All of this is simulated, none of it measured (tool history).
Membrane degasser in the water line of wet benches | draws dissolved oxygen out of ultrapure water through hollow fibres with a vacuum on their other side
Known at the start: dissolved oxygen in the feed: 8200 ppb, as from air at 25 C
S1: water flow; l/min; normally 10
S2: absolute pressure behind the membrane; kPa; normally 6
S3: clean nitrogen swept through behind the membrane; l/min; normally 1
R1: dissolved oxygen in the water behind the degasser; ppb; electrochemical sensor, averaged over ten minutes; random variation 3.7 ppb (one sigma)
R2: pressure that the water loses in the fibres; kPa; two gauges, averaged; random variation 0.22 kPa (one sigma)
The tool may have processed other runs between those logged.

run,hour,S1,S2,S3,R1,R2
1,0,10,6,1,443.5,58.89
2,78.9,10,6,0.45,508.3,59.3
3,157,10,6,1,453.6,58.85
4,336.4,10,6,1,455.4,59.11
5,417.9,10,6,1,462.7,59.54
6,499.5,10,6,1,459.7,59.37
7,639,10,6,1,460.5,59.66
# hour 648.2: vacuum gauge calibrated
8,812.1,10,6,1,469.5,59.16
# hour 861.4: seals of the vacuum lines changed
9,939.2,10,6,1,456.6,59.78
10,1045,16,3.86,1.8,917.4,95.84
11,1138.9,7,8.02,1,260.8,41.75
12,1244.3,10,4.58,1.45,423.3,59.88
13,1321.9,10,4.58,1.45,424.4,60.04

Below are 5 alternative next runs, each starting from the tool's condition after run 13. Predict each:
A,1449.7,8,6,1,?,?
B,1449.7,7,11.71,0.45,?,?
C,1449.7,9,14.26,0.89,?,?
D,1449.7,15,4.58,0.49,?,?
E,1449.7,7,9.27,0.99,?,?

run,R1,R2
A,306.9,47.96
B,479.1,42.05
C,568.7,54.36
D,913.2,90.33
E,295.3,41.97
Had the tool no hidden state, the same runs would have come out as:
run,R1,R2
A,231.9,43.87
B,415.1,38.46
C,480.6,49.73
D,740.8,82.65
E,233.9,38.38
